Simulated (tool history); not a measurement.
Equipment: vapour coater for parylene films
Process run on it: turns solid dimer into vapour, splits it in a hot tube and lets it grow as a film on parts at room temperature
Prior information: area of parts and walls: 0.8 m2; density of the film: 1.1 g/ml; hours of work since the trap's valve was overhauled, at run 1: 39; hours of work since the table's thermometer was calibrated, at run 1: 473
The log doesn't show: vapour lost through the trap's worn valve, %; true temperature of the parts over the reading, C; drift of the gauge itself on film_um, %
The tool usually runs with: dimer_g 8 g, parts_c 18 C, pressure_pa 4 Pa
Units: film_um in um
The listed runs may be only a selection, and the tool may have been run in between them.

run   hour  dimer_g  parts_c  pressure_pa  hours of work since the trap's valve was overhauled  hours of work since the table's thermometer was calibrated  film_um
  1      0        8       18            4                                                   39                                                         473     6.29
  2   43.7        8       18            4                                                   70                                                         503     6.33
  3   92.9        8       18            4                                                  104                                                         538     6.24
  4  158.5        8       18            4                                                  150                                                         584     6.16
  5  201.7        8       12            4                                                  181                                                         615     7.79
  6  237.7        8       15         5.64                                                  206                                                         640     6.58
  7  292.2       11       20         8.83                                                  245                                                         678     6.82
  8  358.7       11       20         8.83                                                  291                                                         725     6.65
     397.4  -- trap's valve overhauled
  9  414.4        8       15         5.72                                                   12                                                         761     6.81
 10  457.8        5       21         5.72                                                   42                                                         792     3.29

Pick out some run-to-run changes in film_um. Of each, how much would a tool without hidden state show as well, from the settings, what came in and chance, and how much is left for the hidden state and any gauge scatter not in both results compared?
Run 8 -> 9: dimer_g 11 -> 8, parts_c 20 -> 15, pressure_pa 8.83 -> 5.72, trap's valve overhauled. film_um +0.16 um: hidden state +0.58, all else -0.42.
Run 9 -> 10: dimer_g 8 -> 5, parts_c 15 -> 21. film_um -3.52 um: hidden state +0.11, all else -3.63.
